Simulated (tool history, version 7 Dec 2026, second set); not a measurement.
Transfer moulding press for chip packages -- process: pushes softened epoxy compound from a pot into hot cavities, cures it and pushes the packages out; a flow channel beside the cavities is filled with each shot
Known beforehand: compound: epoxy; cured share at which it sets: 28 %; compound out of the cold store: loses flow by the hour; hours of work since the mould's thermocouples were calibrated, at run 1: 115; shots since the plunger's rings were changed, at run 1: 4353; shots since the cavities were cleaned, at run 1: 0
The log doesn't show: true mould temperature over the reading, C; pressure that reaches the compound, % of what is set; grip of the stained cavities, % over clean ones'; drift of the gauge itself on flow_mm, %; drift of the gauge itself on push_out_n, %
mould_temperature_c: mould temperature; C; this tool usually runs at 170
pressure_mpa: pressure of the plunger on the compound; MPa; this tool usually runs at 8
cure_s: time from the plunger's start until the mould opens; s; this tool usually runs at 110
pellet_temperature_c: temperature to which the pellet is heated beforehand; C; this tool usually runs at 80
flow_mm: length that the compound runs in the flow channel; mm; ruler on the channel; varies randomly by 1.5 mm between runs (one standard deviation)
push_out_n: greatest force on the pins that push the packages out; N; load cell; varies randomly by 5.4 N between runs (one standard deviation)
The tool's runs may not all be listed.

| run | hour | mould_temperature_c | pressure_mpa | cure_s | pellet_temperature_c | hours of work since the mould's thermocouples were calibrated | shots since the plunger's rings were changed | shots since the cavities were cleaned | incoming compound's hours out of the cold store | flow_mm | push_out_n |
|---|---|---|---|---|---|---|---|---|---|---|---|
| 1 | 0 | 170 | 8 | 110 | 80 | 115 | 4353 | 0 | 14.8 | 530 | 185 |
| 2 | 21 | 170 | 6.31 | 110 | 80 | 130 | 4616 | 263 | 25.2 | 446 | 304 |
|  | 37.5 | plunger's sealing rings changed |
| 3 | 49.2 | 170 | 6.31 | 110 | 80 | 148 | 147 | 585 | 12.8 | 486 | 352 |
| 4 | 69.1 | 170 | 6.31 | 110 | 80 | 162 | 395 | 833 | 8.5 | 497 | 376 |
|  | 92.9 | cavities cleaned with cleaning compound and waxed |
| 5 | 101.3 | 170 | 6.31 | 119 | 80 | 183 | 780 | 106 | 25.7 | 455 | 241 |
| 6 | 123.5 | 170 | 9.82 | 110 | 80 | 198 | 1057 | 383 | 45.2 | 522 | 317 |
| 7 | 155.9 | 170 | 8 | 110 | 80 | 221 | 1462 | 788 | 21.6 | 522 | 361 |
|  | 183.5 | cavities cleaned with cleaning compound and waxed |
| 8 | 184.1 | 163 | 8 | 110 | 80 | 239 | 1796 | 7 | 39 | 502 | 255 |
| 9 | 203.3 | 163 | 8 | 110 | 80 | 253 | 2035 | 246 | 30.5 | 524 | 400 |
| 10 | 220.4 | 170 | 8 | 110 | 80 | 265 | 2250 | 461 | 34.5 | 490 | 329 |
| 11 | 237.7 | 170 | 8 | 110 | 80 | 277 | 2466 | 677 | 37.9 | 482 | 364 |
| 12 | 266.4 | 171 | 8 | 110 | 80 | 297 | 2825 | 1036 | 21.9 | 516 | 360 |
|  | 276.1 | cavities cleaned with cleaning compound and waxed |
| 13 | 285.6 | 170 | 8 | 110 | 73 | 309 | 3047 | 119 | 37.6 | 483 | 247 |
| 14 | 316.3 | 170 | 8 | 123 | 80 | 330 | 3430 | 502 | 41.3 | 472 | 314 |
| 15 | 339.7 | 174 | 8.89 | 110 | 80 | 346 | 3723 | 795 | 19.1 | 534 | 328 |
| 16 | 355.5 | 170 | 6.29 | 110 | 80 | 357 | 3920 | 992 | 36.7 | 425 | 380 |
|  | 367.6 | cavities cleaned with cleaning compound and waxed |
| 17 | 373.2 | 170 | 8 | 113 | 72 | 369 | 4122 | 69 | 8.5 | 544 | 219 |
|  | 405.2 | mould's thermocouples calibrated |
| 18 | 405.2 | 170 | 8 | 143 | 83 | 0 | 4498 | 445 | 40.7 | 469 | 310 |
|  | 432 | plunger's sealing rings changed |
| 19 | 440.8 | 170 | 8 | 143 | 83 | 23 | 110 | 859 | 42.1 | 480 | 332 |
|  | 461.9 | cavities cleaned with cleaning compound and waxed |
| 20 | 464.3 | 170 | 8 | 143 | 83 | 38 | 385 | 30 | 36.8 | 491 | 185 |
| 21 | 483.3 | 170 | 8 | 143 | 83 | 51 | 623 | 268 | 34.9 | 496 | 280 |
| 22 | 511.2 | 170 | 9.85 | 110 | 80 | 71 | 971 | 616 | 19.9 | 585 | 352 |
| 23 | 536.3 | 175 | 7.17 | 107 | 76 | 88 | 1285 | 930 | 35.3 | 452 | 335 |
|  | 553.2 | cavities cleaned with cleaning compound and waxed |
| 24 | 571.4 | 170 | 8 | 112 | 80 | 112 | 1706 | 228 | 21.7 | 520 | 297 |
| 25 | 596.4 | 170 | 8 | 112 | 80 | 129 | 2018 | 540 | 35.8 | 486 | 336 |
| 26 | 624.2 | 170 | 6.35 | 110 | 72 | 148 | 2366 | 888 | 33.9 | 437 | 361 |
|  | 644 | cavities cleaned with cleaning compound and waxed |
| 27 | 651.8 | 170 | 7.89 | 114 | 71 | 166 | 2693 | 99 | 17.4 | 523 | 234 |
| 28 | 678.8 | 172 | 7.32 | 98 | 73 | 185 | 3031 | 437 | 15.2 | 501 | 337 |

Predict each of these 3 candidate next runs independently; none follows another, all start after run 28:
| A | 712.8 | 176 | 7.32 | 98 | 73 | 209 | 3455 | 861 | 37.5 | ? | ? |
| B | 712.8 | 170 | 8 | 110 | 78 | 209 | 3455 | 861 | 36.3 | ? | ? |
| C | 712.8 | 172 | 6.76 | 113 | 80 | 209 | 3455 | 861 | 16.4 | ? | ? |

| run | flow_mm | push_out_n |
|---|---|---|
| A | 445 | 346 |
| B | 483 | 365 |
| C | 477 | 351 |
The same runs, with their run-to-run variation unchanged, on a tool lacking any hidden condition would have given:
| run | flow_mm | push_out_n |
|---|---|---|
| A | 454 | 171 |
| B | 493 | 179 |
| C | 487 | 174 |

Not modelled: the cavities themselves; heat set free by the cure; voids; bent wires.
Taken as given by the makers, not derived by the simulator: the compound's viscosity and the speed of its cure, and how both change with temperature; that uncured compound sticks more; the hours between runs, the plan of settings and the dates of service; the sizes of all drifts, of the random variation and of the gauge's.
